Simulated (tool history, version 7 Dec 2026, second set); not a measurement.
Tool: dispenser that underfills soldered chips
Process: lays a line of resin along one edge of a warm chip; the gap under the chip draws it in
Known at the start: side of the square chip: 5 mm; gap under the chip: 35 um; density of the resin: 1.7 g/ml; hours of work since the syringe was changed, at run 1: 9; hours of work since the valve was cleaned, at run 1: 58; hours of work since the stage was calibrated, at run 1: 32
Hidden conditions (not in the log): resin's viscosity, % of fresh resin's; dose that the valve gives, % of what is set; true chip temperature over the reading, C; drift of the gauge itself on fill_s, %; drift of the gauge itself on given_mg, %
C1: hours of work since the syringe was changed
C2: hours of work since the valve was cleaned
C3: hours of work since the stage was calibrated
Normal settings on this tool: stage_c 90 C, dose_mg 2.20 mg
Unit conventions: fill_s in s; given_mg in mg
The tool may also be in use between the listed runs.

Run 1, hour 0.0: usual settings; C1 9; C2 58; C3 32. Result: fill_s 67.0 s, given_mg 2.084 mg.
At hour 3.7: dispensing valve cleaned and set on the balance.
At hour 5.1: new syringe of resin.
Run 2, hour 8.3: usual settings but stage_c 94 C; C1 2; C2 3; C3 36. Result: fill_s 40.1 s, given_mg 2.187 mg.
Run 3, hour 20.4: usual settings but stage_c 79 C; C1 9; C2 10; C3 43. Result: fill_s 100.2 s, given_mg 2.185 mg.
At hour 24.7: new syringe of resin.
Run 4, hour 27.1: usual settings but stage_c 76 C; C1 1; C2 14; C3 47. Result: fill_s 77.1 s, given_mg 2.182 mg.
Run 5, hour 39.1: usual settings but dose_mg 2.14 mg; C1 9; C2 21; C3 54. Result: fill_s 65.9 s, given_mg 2.083 mg.
At hour 44.3: new syringe of resin.
Run 6, hour 45.4: usual settings but dose_mg 2.14 mg; C1 1; C2 25; C3 58. Result: fill_s 44.0 s, given_mg 2.090 mg.
Run 7, hour 54.0: usual settings but dose_mg 2.14 mg; C1 6; C2 30; C3 63. Result: fill_s 57.4 s, given_mg 2.075 mg.
At hour 63.8: new syringe of resin.
Run 8, hour 65.8: usual settings but dose_mg 2.14 mg; C1 1; C2 37; C3 70. Result: fill_s 44.8 s, given_mg 2.072 mg.
Run 9, hour 72.4: usual settings but dose_mg 2.14 mg; C1 5; C2 41; C3 74. Result: fill_s 55.0 s, given_mg 2.056 mg.
At hour 83.7: new syringe of resin.
Run 10, hour 85.7: usual settings; C1 1; C2 49; C3 82. Result: fill_s 45.5 s, given_mg 2.095 mg.
Run 11, hour 96.9: usual settings; C1 8; C2 56; C3 89. Result: fill_s 63.9 s, given_mg 2.092 mg.
At hour 103.4: new syringe of resin.
At hour 104.4: dispensing valve cleaned and set on the balance.
Run 12, hour 108.4: usual settings; C1 2; C2 2; C3 95. Result: fill_s 49.5 s, given_mg 2.193 mg.
Run 13, hour 119.7: usual settings but stage_c 82 C, dose_mg 2.58 mg; C1 9; C2 9; C3 102. Result: fill_s 89.9 s, given_mg 2.553 mg.
At hour 124.0: new syringe of resin.
Run 14, hour 131.7: usual settings but dose_mg 2.57 mg; C1 5; C2 16; C3 109. Result: fill_s 53.8 s, given_mg 2.531 mg.
Run 15, hour 137.0: usual settings but stage_c 99 C, dose_mg 2.54 mg; C1 8; C2 20; C3 112. Result: fill_s 44.8 s, given_mg 2.498 mg.
At hour 143.4: new syringe of resin.
Run 16, hour 146.1: usual settings but stage_c 99 C, dose_mg 2.54 mg; C1 2; C2 25; C3 117. Result: fill_s 32.9 s, given_mg 2.482 mg.
Run 17, hour 151.8: usual settings but stage_c 96 C, dose_mg 1.90 mg; C1 5; C2 28; C3 121. Result: fill_s 46.6 s, given_mg 1.844 mg.
Run 18, hour 157.2: usual settings but stage_c 104 C, dose_mg 1.91 mg; C1 8; C2 32; C3 124. Result: fill_s 40.4 s, given_mg 1.849 mg.
At hour 163.5: new syringe of resin.
Run 19, hour 164.9: usual settings but stage_c 104 C, dose_mg 1.91 mg; C1 1; C2 36; C3 129. Result: fill_s 27.8 s, given_mg 1.846 mg.
Run 20, hour 177.2: usual settings but stage_c 104 C, dose_mg 1.91 mg; C1 8; C2 44; C3 136. Result: fill_s 41.1 s, given_mg 1.843 mg.
At hour 183.4: new syringe of resin.
Run 21, hour 186.4: usual settings but stage_c 104 C, dose_mg 1.91 mg; C1 2; C2 49; C3 142. Result: fill_s 30.4 s, given_mg 1.826 mg.

For some of the steps in fill_s from one run to the next: how much would appear even if the tool had no hidden state, given the settings, what came in and random variation, and how much remains for the hidden state plus any gauge scatter that the measured result and the result without hidden state don't share?
Run 2 -> 3: stage_c 94 -> 79. fill_s +60.1 s: hidden state +33.0, all else +27.1.
Run 3 -> 4: stage_c 79 -> 76, new syringe of resin. fill_s -23.1 s: hidden state -31.4, all else +8.3.
Run 12 -> 13: stage_c 90 -> 82, dose_mg 2.20 -> 2.58. fill_s +40.4 s: hidden state +27.7, all else +12.7.

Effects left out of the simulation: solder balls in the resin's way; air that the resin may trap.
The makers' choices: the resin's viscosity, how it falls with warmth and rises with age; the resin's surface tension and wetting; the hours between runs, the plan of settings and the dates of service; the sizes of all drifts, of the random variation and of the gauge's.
